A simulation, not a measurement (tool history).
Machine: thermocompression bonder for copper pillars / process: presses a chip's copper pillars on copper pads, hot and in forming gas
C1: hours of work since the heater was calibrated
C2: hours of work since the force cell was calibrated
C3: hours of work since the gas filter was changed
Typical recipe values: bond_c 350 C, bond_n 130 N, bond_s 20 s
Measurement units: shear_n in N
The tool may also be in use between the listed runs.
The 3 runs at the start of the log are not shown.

{"run": 4, "hour": 65.8, "bond_c": 333, "bond_n": 130, "bond_s": 20, "C1": 632, "C2": 419, "C3": 112, "shear_n": 59.5}
{"run": 5, "hour": 99.0, "bond_c": 333, "bond_n": 130, "bond_s": 20, "C1": 646, "C2": 433, "C3": 126, "shear_n": 58.8}
{"run": 6, "hour": 129.5, "bond_c": 350, "bond_n": 130, "bond_s": 20, "C1": 659, "C2": 445, "C3": 139, "shear_n": 66.8}
{"run": 7, "hour": 155.8, "bond_c": 350, "bond_n": 130, "bond_s": 20, "C1": 670, "C2": 457, "C3": 150, "shear_n": 66.7}
{"run": 8, "hour": 190.2, "bond_c": 350, "bond_n": 130, "bond_s": 20, "C1": 685, "C2": 471, "C3": 165, "shear_n": 66.3}
{"run": 9, "hour": 217.6, "bond_c": 350, "bond_n": 130, "bond_s": 20, "C1": 696, "C2": 483, "C3": 176, "shear_n": 65.3}
{"run": 10, "hour": 243.8, "bond_c": 350, "bond_n": 130, "bond_s": 20, "C1": 707, "C2": 494, "C3": 187, "shear_n": 64.5}
{"run": 11, "hour": 266.3, "bond_c": 350, "bond_n": 130, "bond_s": 20, "C1": 717, "C2": 503, "C3": 197, "shear_n": 65.4}
{"run": 12, "hour": 297.1, "bond_c": 350, "bond_n": 168, "bond_s": 20, "C1": 730, "C2": 516, "C3": 210, "shear_n": 73.9}
{"hour": 306.2, "done": "forming gas filter changed"}
{"run": 13, "hour": 334.4, "bond_c": 350, "bond_n": 168, "bond_s": 20, "C1": 745, "C2": 531, "C3": 12, "shear_n": 80.1}
{"run": 14, "hour": 356.6, "bond_c": 350, "bond_n": 168, "bond_s": 20, "C1": 755, "C2": 541, "C3": 21, "shear_n": 79.9}
{"hour": 361.1, "done": "heater calibrated with a thermocouple chip"}
{"run": 15, "hour": 382.2, "bond_c": 350, "bond_n": 168, "bond_s": 20, "C1": 9, "C2": 551, "C3": 31, "shear_n": 76.3}
{"run": 16, "hour": 399.2, "bond_c": 350, "bond_n": 130, "bond_s": 20, "C1": 16, "C2": 558, "C3": 38, "shear_n": 66.4}
{"run": 17, "hour": 426.8, "bond_c": 350, "bond_n": 130, "bond_s": 20, "C1": 28, "C2": 570, "C3": 50, "shear_n": 67.2}
{"run": 18, "hour": 448.7, "bond_c": 350, "bond_n": 130, "bond_s": 18, "C1": 37, "C2": 579, "C3": 59, "shear_n": 63.4}
{"run": 19, "hour": 480.6, "bond_c": 350, "bond_n": 130, "bond_s": 18, "C1": 50, "C2": 592, "C3": 73, "shear_n": 63}
{"run": 20, "hour": 498.1, "bond_c": 366, "bond_n": 130, "bond_s": 20, "C1": 58, "C2": 600, "C3": 80, "shear_n": 72.4}
{"run": 21, "hour": 528.8, "bond_c": 366, "bond_n": 130, "bond_s": 20, "C1": 71, "C2": 612, "C3": 93, "shear_n": 73.2}
{"run": 22, "hour": 555.2, "bond_c": 377, "bond_n": 130, "bond_s": 50, "C1": 82, "C2": 624, "C3": 104, "shear_n": 101.6}
{"hour": 573.7, "done": "heater calibrated with a thermocouple chip, once more"}
{"run": 23, "hour": 583.0, "bond_c": 350, "bond_n": 90, "bond_s": 20, "C1": 4, "C2": 634, "C3": 115, "shear_n": 59}

Run 24 has not been measured yet. What should we expect?
{"run": 24, "hour": 607.5, "bond_c": 350, "bond_n": 90, "bond_s": 20, "C1": 14, "C2": 645, "C3": 125, "shear_n": "?"}

{"run 24": {"shear_n": 59.8}}
With no hidden state in the tool, this same run would have given shear_n 61 N.
